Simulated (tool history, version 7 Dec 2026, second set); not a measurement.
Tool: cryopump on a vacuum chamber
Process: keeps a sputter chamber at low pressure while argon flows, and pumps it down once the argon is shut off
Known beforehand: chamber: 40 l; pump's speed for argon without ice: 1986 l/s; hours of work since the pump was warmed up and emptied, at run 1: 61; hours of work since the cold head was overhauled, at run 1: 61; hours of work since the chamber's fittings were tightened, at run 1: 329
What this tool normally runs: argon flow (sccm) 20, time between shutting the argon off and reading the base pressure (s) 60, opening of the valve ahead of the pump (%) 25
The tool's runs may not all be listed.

| run | day | argon flow (sccm) | time between shutting the argon off and reading the base pressure (s) | opening of the valve ahead of the pump (%) | hours of work since the pump was warmed up and emptied | hours of work since the cold head was overhauled | hours of work since the chamber's fittings were tightened | pressure while argon flows (Pa) | pressure after the wait (uPa) |
|---|---|---|---|---|---|---|---|---|---|
| 1 | 0.000 | 20 | 60 | 25 | 61 | 61 | 329 | 0.0695 | 0.98 |
| 2 | 0.379 | 20 | 60 | 25 | 69 | 69 | 337 | 0.0696 | 1.02 |
| 3 | 0.729 | 20 | 60 | 25 | 75 | 75 | 343 | 0.0681 | 1.03 |
| 4 | 1.225 | 20 | 60 | 25 | 85 | 85 | 353 | 0.0691 | 1.03 |
| 5 | 1.975 | 20 | 60 | 25 | 99 | 99 | 367 | 0.0692 | 0.97 |
| 6 | 2.442 | 20 | 65 | 25 | 108 | 108 | 376 | 0.0689 | 0.93 |
| 7 | 3.208 | 20 | 65 | 25 | 123 | 123 | 391 | 0.0688 | 0.91 |
| 8 | 3.604 | 20 | 60 | 25 | 130 | 130 | 398 | 0.0686 | 0.99 |
| 9 | 4.083 | 20 | 60 | 25 | 140 | 140 | 408 | 0.0689 | 1.02 |
| 10 | 4.904 | 10 | 60 | 25 | 155 | 155 | 423 | 0.0345 | 1.00 |
| 11 | 5.317 | 10 | 60 | 25 | 163 | 163 | 431 | 0.0347 | 1.07 |
| 12 | 5.846 | 20 | 60 | 25 | 173 | 173 | 441 | 0.0679 | 0.97 |
| 13 | 6.583 | 20 | 60 | 25 | 187 | 187 | 455 | 0.0687 | 1.01 |
| 14 | 7.396 | 20 | 60 | 25 | 203 | 203 | 471 | 0.0698 | 1.04 |
| 15 | 7.908 | 18 | 60 | 25 | 213 | 213 | 481 | 0.0616 | 1.06 |
| 16 | 8.688 | 18 | 60 | 25 | 228 | 228 | 496 | 0.0626 | 1.08 |
| 17 | 9.562 | 20 | 60 | 25 | 244 | 244 | 512 | 0.0694 | 1.03 |
| 18 | 10.167 | 20 | 60 | 25 | 256 | 256 | 524 | 0.0695 | 1.05 |
| 19 | 10.608 | 20 | 60 | 25 | 264 | 264 | 532 | 0.0690 | 1.08 |
| 20 | 11.254 | 10 | 60 | 25 | 277 | 277 | 545 | 0.0349 | 1.09 |
| 21 | 12.062 | 19 | 29 | 25 | 292 | 292 | 560 | 0.0666 | 1.93 |
| 22 | 12.875 | 29 | 128 | 27 | 308 | 308 | 576 | 0.0936 | 0.61 |
| 23 | 13.679 | 18 | 267 | 27 | 323 | 323 | 591 | 0.0582 | 0.44 |
| 24 | 14.046 | 18 | 267 | 27 | 330 | 330 | 598 | 0.0588 | 0.44 |
| 25 | 14.871 | 18 | 267 | 27 | 346 | 346 | 614 | 0.0592 | 0.45 |
| 26 | 15.717 | 20 | 185 | 34 | 362 | 362 | 630 | 0.0516 | 0.53 |
| 27 | 16.396 | 20 | 28 | 17 | 375 | 375 | 643 | 0.1023 | 2.02 |
| 28 | 17.158 | 20 | 68 | 17 | 390 | 390 | 658 | 0.1010 | 0.96 |
| 29 | 17.671 | 24 | 116 | 28 | 399 | 399 | 668 | 0.0758 | 0.67 |
| 30 | 18.267 | 24 | 116 | 28 | 411 | 411 | 679 | 0.0746 | 0.73 |
| 31 | 18.721 | 13 | 21 | 20 | 420 | 420 | 688 | 0.0559 | 2.55 |
| 32 | 19.492 | 31 | 93 | 25 | 434 | 434 | 702 | 0.1087 | 0.77 |
| 33 | 20.067 | 31 | 93 | 25 | 445 | 445 | 713 | 0.1082 | 0.79 |
| 34 | 20.825 | 31 | 93 | 25 | 460 | 460 | 728 | 0.1102 | 0.82 |
| 35 | 21.217 | 23 | 93 | 20 | 467 | 467 | 735 | 0.1005 | 0.83 |

Some steps in pressure while argon flows (Pa), run to run, broken into two amounts with sign: the step expected even without the hidden condition (settings, incoming material, random variation), and the rest, left for the hidden condition together with whatever gauge scatter is not in both the measured and the hidden-condition-free result:
The tool's hidden condition here consists of: pump's speed, % of a pump's without ice; cold plate's temperature, K; leak into the chamber, uPa l/s; drift of the gauge itself on working_pa, %; drift of the gauge itself on base_upa, %.
Run 21 -> 22: argon flow (sccm) 19 -> 29, time between shutting the argon off and reading the base pressure (s) 29 -> 128, opening of the valve ahead of the pump (%) 25 -> 27. pressure while argon flows (Pa) +0.0270: hidden state +0.0009, all else +0.0261.
Run 22 -> 23: argon flow (sccm) 29 -> 18, time between shutting the argon off and reading the base pressure (s) 128 -> 267. pressure while argon flows (Pa) -0.0354: hidden state -0.0008, all else -0.0346.
Run 26 -> 27: time between shutting the argon off and reading the base pressure (s) 185 -> 28, opening of the valve ahead of the pump (%) 34 -> 17. pressure while argon flows (Pa) +0.0507: hidden state +0.0000, all else +0.0507.
Run 30 -> 31: argon flow (sccm) 24 -> 13, time between shutting the argon off and reading the base pressure (s) 116 -> 21, opening of the valve ahead of the pump (%) 28 -> 20. pressure while argon flows (Pa) -0.0187: hidden state -0.0010, all else -0.0177.
Run 31 -> 32: argon flow (sccm) 13 -> 31, time between shutting the argon off and reading the base pressure (s) 21 -> 93, opening of the valve ahead of the pump (%) 20 -> 25. pressure while argon flows (Pa) +0.0528: hidden state +0.0019, all else +0.0509.
